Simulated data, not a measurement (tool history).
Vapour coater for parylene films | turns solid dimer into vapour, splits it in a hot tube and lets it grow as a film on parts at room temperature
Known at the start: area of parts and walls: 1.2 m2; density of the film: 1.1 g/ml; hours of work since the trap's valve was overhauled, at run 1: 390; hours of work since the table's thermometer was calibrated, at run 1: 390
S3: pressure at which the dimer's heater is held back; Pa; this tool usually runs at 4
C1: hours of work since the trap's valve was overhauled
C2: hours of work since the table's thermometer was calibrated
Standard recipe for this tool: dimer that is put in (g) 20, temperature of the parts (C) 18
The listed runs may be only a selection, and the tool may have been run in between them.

run 1 hour=0 | dimer_that_is_put_in_(g)=20 temperature_of_the_parts_(C)=18 S3=4 | C1=390 C2=390 | thickness_of_the_film_(nm)=7520
run 2 hour=13.8 | dimer_that_is_put_in_(g)=20 temperature_of_the_parts_(C)=18 S3=4 | C1=399 C2=399 | thickness_of_the_film_(nm)=7460
-- hour=34.5 trap's valve overhauled
run 3 hour=40.8 | dimer_that_is_put_in_(g)=20 temperature_of_the_parts_(C)=18 S3=4 | C1=4 C2=413 | thickness_of_the_film_(nm)=7450
run 4 hour=69.3 | dimer_that_is_put_in_(g)=20 temperature_of_the_parts_(C)=18 S3=4 | C1=22 C2=432 | thickness_of_the_film_(nm)=7450
run 5 hour=82.1 | dimer_that_is_put_in_(g)=20 temperature_of_the_parts_(C)=18 S3=4 | C1=30 C2=440 | thickness_of_the_film_(nm)=7460
run 6 hour=108.9 | dimer_that_is_put_in_(g)=9 temperature_of_the_parts_(C)=17 S3=7.29 | C1=48 C2=457 | thickness_of_the_film_(nm)=2990
run 7 hour=126.7 | dimer_that_is_put_in_(g)=9 temperature_of_the_parts_(C)=17 S3=7.29 | C1=59 C2=468 | thickness_of_the_film_(nm)=3000
run 8 hour=155.6 | dimer_that_is_put_in_(g)=8 temperature_of_the_parts_(C)=18 S3=3.67 | C1=77 C2=487 | thickness_of_the_film_(nm)=3000
run 9 hour=168.2 | dimer_that_is_put_in_(g)=13 temperature_of_the_parts_(C)=21 S3=2.5 | C1=85 C2=495 | thickness_of_the_film_(nm)=4940
run 10 hour=192.2 | dimer_that_is_put_in_(g)=20 temperature_of_the_parts_(C)=25 S3=4 | C1=101 C2=510 | thickness_of_the_film_(nm)=6060

Branching from run 10: 5 alternative next runs. What would each branch give?
run A hour=205.1 | dimer_that_is_put_in_(g)=16 temperature_of_the_parts_(C)=25 S3=2.56 | C1=109 C2=518 | thickness_of_the_film_(nm)=?
run B hour=205.1 | dimer_that_is_put_in_(g)=20 temperature_of_the_parts_(C)=18 S3=4 | C1=109 C2=518 | thickness_of_the_film_(nm)=?
run C hour=205.1 | dimer_that_is_put_in_(g)=21 temperature_of_the_parts_(C)=27 S3=2.73 | C1=109 C2=518 | thickness_of_the_film_(nm)=?
run D hour=205.1 | dimer_that_is_put_in_(g)=8 temperature_of_the_parts_(C)=17 S3=4 | C1=109 C2=518 | thickness_of_the_film_(nm)=?
run E hour=205.1 | dimer_that_is_put_in_(g)=20 temperature_of_the_parts_(C)=11 S3=9.48 | C1=109 C2=518 | thickness_of_the_film_(nm)=?

run=A thickness_of_the_film_(nm)=5400
run=B thickness_of_the_film_(nm)=7320
run=C thickness_of_the_film_(nm)=6560
run=D thickness_of_the_film_(nm)=3010
run=E thickness_of_the_film_(nm)=7280
Stripped of hidden state, with their random variation kept, the same runs would have yielded:
run=A thickness_of_the_film_(nm)=5490
run=B thickness_of_the_film_(nm)=7450
run=C thickness_of_the_film_(nm)=6680
run=D thickness_of_the_film_(nm)=3060
run=E thickness_of_the_film_(nm)=7400
